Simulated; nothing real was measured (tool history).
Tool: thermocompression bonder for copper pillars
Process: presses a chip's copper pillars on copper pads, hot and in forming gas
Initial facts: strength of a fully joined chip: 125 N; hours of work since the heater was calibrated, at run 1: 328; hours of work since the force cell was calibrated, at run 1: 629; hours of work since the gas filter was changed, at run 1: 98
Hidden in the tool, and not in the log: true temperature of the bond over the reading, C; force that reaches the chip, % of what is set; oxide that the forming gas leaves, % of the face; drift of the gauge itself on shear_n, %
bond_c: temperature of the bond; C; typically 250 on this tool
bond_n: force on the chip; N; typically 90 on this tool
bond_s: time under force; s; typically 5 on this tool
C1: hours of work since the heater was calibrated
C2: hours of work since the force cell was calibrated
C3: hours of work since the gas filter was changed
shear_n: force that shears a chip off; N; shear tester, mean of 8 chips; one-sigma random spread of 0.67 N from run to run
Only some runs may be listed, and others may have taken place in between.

run 1 hour=0.0 | bond_c=250 bond_n=90 bond_s=5 | C1=328 C2=629 C3=98 | shear_n=53.4
run 2 hour=20.6 | bond_c=250 bond_n=90 bond_s=5 | C1=336 C2=638 C3=107 | shear_n=53.1
run 3 hour=37.3 | bond_c=250 bond_n=90 bond_s=5 | C1=343 C2=645 C3=114 | shear_n=52.3
-- hour=54.1 forming gas filter changed
run 4 hour=64.2 | bond_c=250 bond_n=90 bond_s=5 | C1=355 C2=656 C3=4 | shear_n=55.6
run 5 hour=87.2 | bond_c=250 bond_n=90 bond_s=5 | C1=364 C2=665 C3=14 | shear_n=55.4
run 6 hour=100.8 | bond_c=250 bond_n=90 bond_s=5 | C1=370 C2=671 C3=20 | shear_n=55.7
run 7 hour=121.0 | bond_c=245 bond_n=90 bond_s=5 | C1=378 C2=680 C3=28 | shear_n=52.6
run 8 hour=144.5 | bond_c=245 bond_n=79 bond_s=5 | C1=388 C2=689 C3=38 | shear_n=45.6
run 9 hour=161.2 | bond_c=250 bond_n=96 bond_s=4 | C1=395 C2=697 C3=45 | shear_n=52.6
run 10 hour=190.2 | bond_c=264 bond_n=124 bond_s=5 | C1=408 C2=709 C3=57 | shear_n=77.5
run 11 hour=221.0 | bond_c=264 bond_n=124 bond_s=5 | C1=421 C2=722 C3=70 | shear_n=77.7
run 12 hour=236.1 | bond_c=265 bond_n=61 bond_s=9 | C1=427 C2=728 C3=77 | shear_n=54.5
run 13 hour=260.2 | bond_c=235 bond_n=85 bond_s=14 | C1=437 C2=738 C3=87 | shear_n=61.8

What if the next run were any one of these 4? Each begins from the tool's condition after run 13:
run A hour=287.8 | bond_c=263 bond_n=107 bond_s=9 | C1=449 C2=750 C3=98 | shear_n=?
run B hour=287.8 | bond_c=250 bond_n=84 bond_s=7 | C1=449 C2=750 C3=98 | shear_n=?
run C hour=287.8 | bond_c=235 bond_n=115 bond_s=4 | C1=449 C2=750 C3=98 | shear_n=?
run D hour=287.8 | bond_c=259 bond_n=61 bond_s=9 | C1=449 C2=750 C3=98 | shear_n=?

run=A shear_n=81.8
run=B shear_n=56.2
run=C shear_n=51.4
run=D shear_n=48.7
Without the tool's hidden state the same runs would have given:
run=A shear_n=91.1
run=B shear_n=64.0
run=C shear_n=58.9
run=D shear_n=55.8
